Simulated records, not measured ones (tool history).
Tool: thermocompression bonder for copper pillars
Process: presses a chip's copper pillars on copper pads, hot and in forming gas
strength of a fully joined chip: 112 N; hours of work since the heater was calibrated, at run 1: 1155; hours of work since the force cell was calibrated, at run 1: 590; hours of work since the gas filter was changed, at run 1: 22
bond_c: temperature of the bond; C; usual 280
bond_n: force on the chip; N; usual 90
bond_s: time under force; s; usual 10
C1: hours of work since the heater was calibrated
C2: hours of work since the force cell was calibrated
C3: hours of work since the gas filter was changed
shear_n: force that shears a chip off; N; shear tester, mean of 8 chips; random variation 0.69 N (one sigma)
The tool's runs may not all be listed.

Run 1, hour 0: usual settings; C1 1155; C2 590; C3 22. Result: shear_n 43.1 N.
Run 2, hour 27.9: usual settings but bond_n 59 N; C1 1172; C2 608; C3 40. Result: shear_n 29.9 N.
Run 3, hour 64.1: usual settings but bond_c 259 C; C1 1194; C2 630; C3 62. Result: shear_n 29.1 N.
Run 4, hour 90.8: usual settings but bond_c 259 C; C1 1211; C2 646; C3 78. Result: shear_n 30.8 N.
Run 5, hour 125.7: usual settings but bond_c 259 C, bond_n 100 N; C1 1232; C2 668; C3 100. Result: shear_n 33.1 N.
Run 6, hour 154.3: usual settings; C1 1250; C2 685; C3 118. Result: shear_n 42.1 N.
Run 7, hour 184.1: usual settings; C1 1268; C2 704; C3 136. Result: shear_n 41.9 N.
Run 8, hour 218.9: usual settings but bond_n 61 N; C1 1290; C2 725; C3 157. Result: shear_n 29.7 N.
Run 9, hour 245.7: usual settings; C1 1306; C2 742; C3 174. Result: shear_n 40.9 N.
Run 10, hour 278.9: usual settings; C1 1327; C2 762; C3 194. Result: shear_n 39.9 N.
Run 11, hour 314.4: usual settings; C1 1349; C2 784; C3 216. Result: shear_n 39.4 N.
Run 12, hour 337.3: usual settings; C1 1363; C2 798; C3 230. Result: shear_n 39.3 N.
Run 13, hour 372.3: usual settings; C1 1384; C2 820; C3 252. Result: shear_n 39.4 N.
Run 14, hour 396.9: usual settings; C1 1399; C2 835; C3 267. Result: shear_n 37.9 N.
Run 15, hour 432.1: usual settings; C1 1421; C2 857; C3 289. Result: shear_n 39.4 N.
At hour 437.5: forming gas filter changed.
Run 16, hour 461.4: usual settings; C1 1439; C2 874; C3 15. Result: shear_n 42.2 N.
Run 17, hour 497: usual settings; C1 1461; C2 896; C3 37. Result: shear_n 40.6 N.
Run 18, hour 516: usual settings but bond_c 267 C; C1 1473; C2 908; C3 48. Result: shear_n 34.3 N.
Run 19, hour 534.8: usual settings but bond_c 262 C; C1 1484; C2 920; C3 60. Result: shear_n 30.8 N.
Run 20, hour 564.5: usual settings but bond_c 262 C; C1 1502; C2 938; C3 78. Result: shear_n 31.8 N.
Run 21, hour 595: usual settings but bond_s 23 s; C1 1521; C2 957; C3 97. Result: shear_n 54.2 N.
Run 22, hour 631.1: usual settings but bond_s 23 s; C1 1543; C2 979; C3 119. Result: shear_n 55 N.
Run 23, hour 657.2: usual settings but bond_c 302 C, bond_s 9 s; C1 1560; C2 995; C3 135. Result: shear_n 51 N.
Run 24, hour 684: usual settings but bond_c 302 C, bond_s 9 s; C1 1576; C2 1012; C3 152. Result: shear_n 50.5 N.
Run 25, hour 703.5: usual settings but bond_c 302 C, bond_s 9 s; C1 1588; C2 1024; C3 164. Result: shear_n 49.7 N.
Run 26, hour 740.8: usual settings but bond_c 281 C, bond_n 83 N, bond_s 7 s; C1 1611; C2 1047; C3 187. Result: shear_n 33.3 N.
Run 27, hour 777.5: usual settings but bond_c 251 C, bond_n 64 N; C1 1634; C2 1069; C3 210. Result: shear_n 18.9 N.
At hour 785.8: heater calibrated with a thermocouple chip.
Run 28, hour 809.5: usual settings but bond_c 277 C, bond_n 64 N; C1 15; C2 1088; C3 228. Result: shear_n 31 N.
Run 29, hour 840.9: usual settings but bond_c 277 C, bond_n 86 N, bond_s 14 s; C1 34; C2 1107; C3 247. Result: shear_n 46.9 N.
Run 30, hour 875.8: usual settings but bond_c 277 C, bond_n 86 N, bond_s 14 s; C1 55; C2 1129; C3 269. Result: shear_n 46.2 N.
Run 31, hour 896.5: usual settings but bond_c 277 C, bond_n 86 N, bond_s 14 s; C1 68; C2 1142; C3 282. Result: shear_n 45.5 N.
At hour 913.1: forming gas filter changed.
Run 32, hour 921.9: usual settings but bond_c 266 C, bond_n 116 N, bond_s 14 s; C1 84; C2 1157; C3 5. Result: shear_n 52.4 N.
Run 33, hour 949.5: usual settings but bond_c 264 C, bond_n 116 N, bond_s 25 s; C1 101; C2 1174; C3 22. Result: shear_n 61.1 N.
Run 34, hour 977.9: usual settings but bond_n 83 N; C1 118; C2 1191; C3 40. Result: shear_n 43.4 N.
Run 35, hour 1001.2: usual settings but bond_c 266 C, bond_n 128 N, bond_s 20 s; C1 132; C2 1206; C3 54. Result: shear_n 62.2 N.
Run 36, hour 1029.4: usual settings but bond_c 255 C, bond_n 120 N, bond_s 17 s; C1 150; C2 1223; C3 72. Result: shear_n 49.5 N.
Run 37, hour 1046.2: usual settings but bond_c 262 C, bond_n 120 N, bond_s 15 s; C1 160; C2 1234; C3 82. Result: shear_n 51.8 N.
Run 38, hour 1077.4: usual settings but bond_c 269 C, bond_n 59 N, bond_s 6 s; C1 179; C2 1253; C3 101. Result: shear_n 22.6 N.
Run 39, hour 1109: usual settings but bond_c 286 C, bond_n 82 N, bond_s 17 s; C1 199; C2 1272; C3 121. Result: shear_n 53.7 N.

Some steps in shear_n between neighbouring runs. How much of each would the tool show without its hidden state too (settings, what came in, random variation), and how much is left for the hidden state, with any gauge scatter that isn't in both results?
The hidden state here: true temperature of the bond over the reading, C; force that reaches the chip, % of what is set; oxide that the forming gas leaves, % of the face; drift of the gauge itself on shear_n, %.
Run 15 -> 16: forming gas filter changed. shear_n +2.8 N: hidden state +2.5, all else +0.3.
Run 20 -> 21: bond_c 262 -> 280, bond_s 10 -> 23. shear_n +22.4 N: hidden state -2.5, all else +24.9.
Run 27 -> 28: bond_c 251 -> 277, heater calibrated with a thermocouple chip. shear_n +12.1 N: hidden state +2.6, all else +9.5.
Run 31 -> 32: bond_c 277 -> 266, bond_n 86 -> 116, forming gas filter changed. shear_n +6.9 N: hidden state +3, all else +3.9.
Run 37 -> 38: bond_c 262 -> 269, bond_n 120 -> 59, bond_s 15 -> 6. shear_n -29.2 N: hidden state +1.3, all else -30.5.
Run 38 -> 39: bond_c 269 -> 286, bond_n 59 -> 82, bond_s 6 -> 17. shear_n +31.1 N: hidden state -2.1, all else +33.2.
